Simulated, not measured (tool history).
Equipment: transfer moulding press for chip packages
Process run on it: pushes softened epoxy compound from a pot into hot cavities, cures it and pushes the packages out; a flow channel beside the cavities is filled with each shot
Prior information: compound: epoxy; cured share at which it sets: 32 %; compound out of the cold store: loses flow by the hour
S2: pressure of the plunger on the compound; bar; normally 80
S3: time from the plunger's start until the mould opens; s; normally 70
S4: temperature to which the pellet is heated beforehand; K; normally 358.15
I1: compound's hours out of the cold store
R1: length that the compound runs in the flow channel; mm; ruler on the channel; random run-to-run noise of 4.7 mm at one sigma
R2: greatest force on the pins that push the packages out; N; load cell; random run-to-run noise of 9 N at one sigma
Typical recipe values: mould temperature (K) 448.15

Run 1, hour 0: usual settings; I1 13.7. Result: R1 823 mm, R2 412 N.
Run 2, hour 18.3: usual settings; I1 41.3. Result: R1 766 mm, R2 410 N.
At hour 28.7: plunger's sealing rings changed.
Run 3, hour 32.8: usual settings; I1 30.8. Result: R1 791 mm, R2 411 N.
At hour 46.4: cavities cleaned with cleaning compound and waxed.
At hour 59.3: mould's thermocouples calibrated.
Run 4, hour 61.9: usual settings; I1 27.8. Result: R1 787 mm, R2 412 N.
Run 5, hour 76.5: usual settings; I1 41.3. Result: R1 763 mm, R2 417 N.
Run 6, hour 92.9: usual settings; I1 24.5. Result: R1 803 mm, R2 428 N.
At hour 98.8: cavities cleaned with cleaning compound and waxed.
Run 7, hour 123: usual settings but S4 351.15 K; I1 10.8. Result: R1 829 mm, R2 424 N.
At hour 147.7: cavities cleaned with cleaning compound and waxed.
Run 8, hour 149.7: usual settings; I1 28.3. Result: R1 789 mm, R2 391 N.
Run 9, hour 175.4: usual settings but mould temperature (K) 455.15; I1 25.2. Result: R1 768 mm, R2 342 N.
Run 10, hour 192.5: usual settings but mould temperature (K) 455.15; I1 17.5. Result: R1 789 mm, R2 347 N.
At hour 196.4: cavities cleaned with cleaning compound and waxed.
Run 11, hour 208.2: usual settings but mould temperature (K) 455.15; I1 14.3. Result: R1 789 mm, R2 359 N.
Run 12, hour 229.6: usual settings but mould temperature (K) 455.15; I1 21.4. Result: R1 784 mm, R2 333 N.
At hour 245.9: cavities cleaned with cleaning compound and waxed.
Run 13, hour 260: usual settings but mould temperature (K) 455.15; I1 25.3. Result: R1 773 mm, R2 360 N.
Run 14, hour 286.9: usual settings but mould temperature (K) 442.15; I1 20.8. Result: R1 826 mm, R2 595 N.
At hour 294.6: cavities cleaned with cleaning compound and waxed.
Run 15, hour 314.8: usual settings but mould temperature (K) 441.15, S2 86.1 bar, S3 64 s; I1 46.4. Result: R1 803 mm, R2 749 N.
Run 16, hour 327: usual settings but S4 353.15 K; I1 17.1. Result: R1 811 mm, R2 404 N.
At hour 344.7: cavities cleaned with cleaning compound and waxed.
Run 17, hour 344.7: usual settings but S4 353.15 K; I1 28.6. Result: R1 793 mm, R2 420 N.
Run 18, hour 360.7: usual settings but S4 353.15 K; I1 8.8. Result: R1 825 mm, R2 427 N.
Run 19, hour 377.7: usual settings but S2 77.4 bar, S3 53 s; I1 17.3. Result: R1 798 mm, R2 780 N.
At hour 394.8: cavities cleaned with cleaning compound and waxed.
Run 20, hour 399.4: usual settings but mould temperature (K) 444.15, S2 77.4 bar, S3 53 s, S4 355.15 K; I1 23.5. Result: R1 804 mm, R2 996 N.
Run 21, hour 418.6: usual settings but S3 62 s; I1 41.8. Result: R1 769 mm, R2 498 N.
Run 22, hour 435.6: usual settings but S2 92.9 bar, S3 94 s; I1 9.2. Result: R1 900 mm, R2 343 N.
At hour 443.5: plunger's sealing rings changed.
At hour 446.7: cavities cleaned with cleaning compound and waxed.
Run 23, hour 454.4: usual settings but mould temperature (K) 443.15, S3 54 s, S4 356.15 K; I1 18.8. Result: R1 824 mm, R2 1090 N.
Run 24, hour 475.7: usual settings but mould temperature (K) 443.15, S2 99.8 bar, S3 54 s, S4 364.15 K; I1 11.1. Result: R1 937 mm, R2 1032 N.
At hour 496: cavities cleaned with cleaning compound and waxed.
Run 25, hour 497.4: usual settings but mould temperature (K) 449.15, S2 88.4 bar, S3 84 s, S4 359.15 K; I1 41.8. Result: R1 799 mm, R2 352 N.
Run 26, hour 513: usual settings but S3 54 s, S4 364.15 K; I1 22.7. Result: R1 809 mm, R2 719 N.
Run 27, hour 540.8: usual settings but S2 65 bar, S3 96 s; I1 17.6. Result: R1 734 mm, R2 364 N.

Alternative continuations, all from the tool just after run 27; predict every row:
At hour 545: cavities cleaned with cleaning compound and waxed.
Run A, hour 565.1: usual settings but S2 65 bar, S3 96 s, S4 362.15 K; I1 30.1. Result: R1 ?, R2 ?.
At hour 545: cavities cleaned with cleaning compound and waxed.
Run B, hour 565.1: usual settings but S2 65 bar, S3 96 s; I1 26.2. Result: R1 ?, R2 ?.
At hour 545: cavities cleaned with cleaning compound and waxed.
Run C, hour 565.1: usual settings but mould temperature (K) 446.15, S2 65 bar, S3 61 s; I1 13.3. Result: R1 ?, R2 ?.
At hour 545: cavities cleaned with cleaning compound and waxed.
Run D, hour 565.1: usual settings but mould temperature (K) 446.15, S2 76.2 bar, S3 61 s; I1 39. Result: R1 ?, R2 ?.
At hour 545: cavities cleaned with cleaning compound and waxed.
Run E, hour 565.1: usual settings but S2 85.3 bar, S4 350.15 K; I1 44.1. Result: R1 ?, R2 ?.

run   R1   R2
  A  711  342
  B  719  340
  C  749  615
  D  757  591
  E  788  401
What these runs would have given with no unlogged condition in the tool:
run   R1   R2
  A  712  340
  B  720  338
  C  750  611
  D  758  587
  E  788  399
